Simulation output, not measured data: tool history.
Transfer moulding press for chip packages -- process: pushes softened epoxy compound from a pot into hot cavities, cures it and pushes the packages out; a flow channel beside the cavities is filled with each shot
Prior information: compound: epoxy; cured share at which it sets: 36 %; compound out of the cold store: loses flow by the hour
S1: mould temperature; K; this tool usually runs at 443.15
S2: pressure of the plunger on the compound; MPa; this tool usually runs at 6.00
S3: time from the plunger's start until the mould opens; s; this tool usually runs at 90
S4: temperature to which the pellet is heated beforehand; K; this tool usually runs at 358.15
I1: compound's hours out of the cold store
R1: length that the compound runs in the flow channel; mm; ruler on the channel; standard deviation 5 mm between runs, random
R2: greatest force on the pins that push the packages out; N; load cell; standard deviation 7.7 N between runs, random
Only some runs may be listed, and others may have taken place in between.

run 1 hour=0.0 | S1=443.15 S2=6.00 S3=90 S4=358.15 | I1=28.2 | R1=923 R2=331
run 2 hour=11.5 | S1=443.15 S2=6.00 S3=90 S4=358.15 | I1=12.0 | R1=1013 R2=365
-- hour=24.2 cavities cleaned with cleaning compound and waxed
run 3 hour=25.0 | S1=443.15 S2=6.00 S3=90 S4=368.15 | I1=31.8 | R1=895 R2=331
run 4 hour=33.3 | S1=443.15 S2=6.00 S3=90 S4=368.15 | I1=29.4 | R1=911 R2=310
run 5 hour=46.3 | S1=442.15 S2=6.00 S3=90 S4=358.15 | I1=28.3 | R1=921 R2=353
run 6 hour=55.8 | S1=443.15 S2=6.00 S3=90 S4=358.15 | I1=12.2 | R1=1011 R2=357
run 7 hour=63.4 | S1=443.15 S2=6.00 S3=90 S4=358.15 | I1=44.4 | R1=833 R2=327
run 8 hour=71.6 | S1=443.15 S2=6.00 S3=90 S4=364.15 | I1=29.8 | R1=914 R2=335
-- hour=74.7 cavities cleaned with cleaning compound and waxed
run 9 hour=82.2 | S1=443.15 S2=6.00 S3=90 S4=358.15 | I1=23.8 | R1=942 R2=337
run 10 hour=89.7 | S1=443.15 S2=6.00 S3=78 S4=358.15 | I1=28.0 | R1=916 R2=467
run 11 hour=95.7 | S1=443.15 S2=6.00 S3=90 S4=358.15 | I1=21.5 | R1=952 R2=347
run 12 hour=106.4 | S1=443.15 S2=6.00 S3=90 S4=358.15 | I1=23.4 | R1=946 R2=352
run 13 hour=113.8 | S1=443.15 S2=6.00 S3=90 S4=358.15 | I1=16.8 | R1=993 R2=344
-- hour=125.4 cavities cleaned with cleaning compound and waxed
run 14 hour=126.2 | S1=443.15 S2=6.00 S3=90 S4=358.15 | I1=13.6 | R1=1000 R2=360
run 15 hour=138.4 | S1=443.15 S2=6.00 S3=90 S4=358.15 | I1=43.3 | R1=841 R2=319
run 16 hour=149.3 | S1=443.15 S2=6.00 S3=90 S4=358.15 | I1=25.2 | R1=939 R2=337
run 17 hour=157.0 | S1=437.15 S2=6.00 S3=83 S4=358.15 | I1=41.8 | R1=857 R2=566
run 18 hour=168.0 | S1=449.15 S2=6.00 S3=90 S4=367.15 | I1=21.6 | R1=947 R2=257
-- hour=175.6 cavities cleaned with cleaning compound and waxed
run 19 hour=180.7 | S1=449.15 S2=6.00 S3=90 S4=367.15 | I1=18.3 | R1=959 R2=261
run 20 hour=189.2 | S1=446.15 S2=5.63 S3=90 S4=358.15 | I1=24.8 | R1=912 R2=289
run 21 hour=196.9 | S1=443.15 S2=7.12 S3=90 S4=360.15 | I1=28.6 | R1=1004 R2=348
run 22 hour=204.2 | S1=446.15 S2=5.01 S3=90 S4=358.15 | I1=28.5 | R1=834 R2=291
run 23 hour=212.2 | S1=442.15 S2=7.13 S3=108 S4=366.15 | I1=29.0 | R1=996 R2=272
run 24 hour=220.5 | S1=442.15 S2=7.13 S3=108 S4=366.15 | I1=12.4 | R1=1109 R2=277
-- hour=226.0 cavities cleaned with cleaning compound and waxed
run 25 hour=229.8 | S1=443.15 S2=6.00 S3=102 S4=362.15 | I1=21.6 | R1=956 R2=272
run 26 hour=242.4 | S1=443.15 S2=6.00 S3=102 S4=362.15 | I1=28.1 | R1=920 R2=276
run 27 hour=251.4 | S1=443.15 S2=6.00 S3=129 S4=358.15 | I1=47.7 | R1=816 R2=231
run 28 hour=259.8 | S1=438.15 S2=6.25 S3=122 S4=360.15 | I1=33.4 | R1=911 R2=269

Here are 3 independent what-if runs from the current tool condition. What would each one return?
run A hour=271.8 | S1=443.15 S2=6.00 S3=113 S4=357.15 | I1=29.0 | R1=? R2=?
run B hour=271.8 | S1=438.15 S2=6.25 S3=101 S4=360.15 | I1=9.5 | R1=? R2=?
run C hour=271.8 | S1=443.15 S2=6.00 S3=85 S4=363.15 | I1=41.4 | R1=? R2=?

run=A R1=920 R2=250
run=B R1=1065 R2=386
run=C R1=841 R2=341
With the hidden condition removed and each run's random variation left untouched, the same runs would have given:
run=A R1=922 R2=245
run=B R1=1068 R2=379
run=C R1=844 R2=335
